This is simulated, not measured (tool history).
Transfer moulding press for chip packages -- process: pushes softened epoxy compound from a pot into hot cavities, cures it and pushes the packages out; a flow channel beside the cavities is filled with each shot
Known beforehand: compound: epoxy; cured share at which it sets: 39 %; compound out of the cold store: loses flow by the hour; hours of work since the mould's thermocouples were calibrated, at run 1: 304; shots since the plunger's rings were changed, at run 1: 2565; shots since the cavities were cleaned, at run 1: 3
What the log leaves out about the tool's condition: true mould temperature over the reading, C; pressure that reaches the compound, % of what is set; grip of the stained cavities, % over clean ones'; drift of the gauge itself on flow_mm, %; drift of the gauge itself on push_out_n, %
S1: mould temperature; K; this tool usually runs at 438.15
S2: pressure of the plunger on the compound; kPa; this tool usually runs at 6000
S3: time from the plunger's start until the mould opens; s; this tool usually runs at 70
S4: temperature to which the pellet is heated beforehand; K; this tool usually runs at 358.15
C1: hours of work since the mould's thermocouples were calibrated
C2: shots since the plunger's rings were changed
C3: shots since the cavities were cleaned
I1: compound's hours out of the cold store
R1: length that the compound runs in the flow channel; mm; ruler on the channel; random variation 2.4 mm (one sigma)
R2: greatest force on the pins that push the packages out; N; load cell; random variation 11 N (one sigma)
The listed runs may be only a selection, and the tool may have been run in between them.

run   hour      S1    S2  S3      S4   C1    C2   C3    I1   R1    R2
  1      0  438.15  6000  70  358.15  304  2565    3    10  761   512
        22  -- plunger's sealing rings changed
  2   32.1  438.15  6000  70  358.15  326   171  504  44.2  647   773
      55.8  -- cavities cleaned with cleaning compound and waxed
  3   63.2  438.15  6000  70  358.15  348   672  125  21.3  733   640
     109.8  -- cavities cleaned with cleaning compound and waxed
  4  112.8  438.15  6000  70  358.15  384  1485   50  13.1  754   554
  5  138.2  438.15  6000  70  357.15  404  1915  480  36.6  654   812
     162.8  -- cavities cleaned with cleaning compound and waxed
  6  182.2  438.15  6000  70  357.15  436  2634  328  32.4  656   735
     203.1  -- plunger's sealing rings changed
  7  207.5  438.15  6000  70  357.15  453    73  713  44.8  651   868
     218.6  -- cavities cleaned with cleaning compound and waxed
  8  232.8  438.15  6110  70  358.15  471   476  240  27.6  721   702
       271  -- cavities cleaned with cleaning compound and waxed
  9    271  438.15  6110  70  358.15  498  1097    0    31  698   491
 10  293.1  438.15  6000  70  358.15  515  1470  373  46.3  630   765
     299.5  -- mould's thermocouples calibrated
     327.4  -- cavities cleaned with cleaning compound and waxed
 11  327.8  438.15  6000  70  358.15   20  1999    7  23.8  708   475
 12  361.9  438.15  6000  70  358.15   46  2575  583  21.5  708   827
     372.7  -- mould's thermocouples calibrated, once more
       382  -- cavities cleaned with cleaning compound and waxed
     388.6  -- plunger's sealing rings changed
 13  413.5  438.15  6000  70  358.15   28   422  491    41  660   841
     439.4  -- cavities cleaned with cleaning compound and waxed
 14  445.5  438.15  6000  70  358.15   51   938  103  19.2  743   589
 15  472.3  438.15  4860  98  352.15   71  1391  556  38.6  590   760
       494  -- cavities cleaned with cleaning compound and waxed
 16  499.6  433.15  6950  54  363.15   90  1828   94  13.2  827  1435
 17  540.5  433.15  7120  54  363.15  121  2519  785   8.1  853  2179
     549.5  -- cavities cleaned with cleaning compound and waxed
     568.2  -- plunger's sealing rings changed
 18  586.9  438.15  6000  70  351.15  153   317  591  27.9  714   880
     604.7  -- cavities cleaned with cleaning compound and waxed
 19  637.1  440.15  4560  54  365.15  189  1140  548  43.7  553  1015
     658.7  -- cavities cleaned with cleaning compound and waxed
 20  678.5  441.15  5230  55  351.15  219  1816  335  42.8  586   873
     714.1  -- cavities cleaned with cleaning compound and waxed
 21  718.8  436.15  6430  70  349.15  249  2472   80  20.6  738   656
 22  742.2  441.15  6000  51  358.15  266  2868  476  16.8  712  1145
     748.8  -- plunger's sealing rings changed
     772.6  -- cavities cleaned with cleaning compound and waxed
 23  787.4  438.15  6000  94  358.15  297   629  252  37.1  675   649
 24  808.8  431.15  6460  59  358.15  313   990  613  18.6  788  1850
     827.1  -- cavities cleaned with cleaning compound and waxed
 25  848.9  435.15  4740  70  358.15  342  1642  367  47.2  560   865
     879.7  -- cavities cleaned with cleaning compound and waxed
 26  886.9  439.15  6270  68  358.15  370  2261  122  40.6  646   601
     926.6  -- plunger's sealing rings changed
 27  926.6  439.15  6270  68  358.15  398     0  752  39.6  682   887

What if the next run were any one of these 4? Each begins from the tool's condition after run 27:
       938  -- cavities cleaned with cleaning compound and waxed
  A  960.2  438.15  5900  90  354.15  422  542  375  44.8   ?   ?
       938  -- cavities cleaned with cleaning compound and waxed
  B  960.2  439.15  5940  59  363.15  422  542  375  37.3   ?   ?
       938  -- cavities cleaned with cleaning compound and waxed
  C  960.2  438.15  7240  80  353.15  422  542  375  10.8   ?   ?
       938  -- cavities cleaned with cleaning compound and waxed
  D  960.2  439.15  6270  73  363.15  422  542  375  11.1   ?   ?

run   R1   R2
  A  638  691
  B  667  885
  C  870  704
  D  804  730
Without the tool's unlogged condition, the same runs would have read:
run   R1   R2
  A  646  448
  B  675  588
  C  881  463
  D  814  478
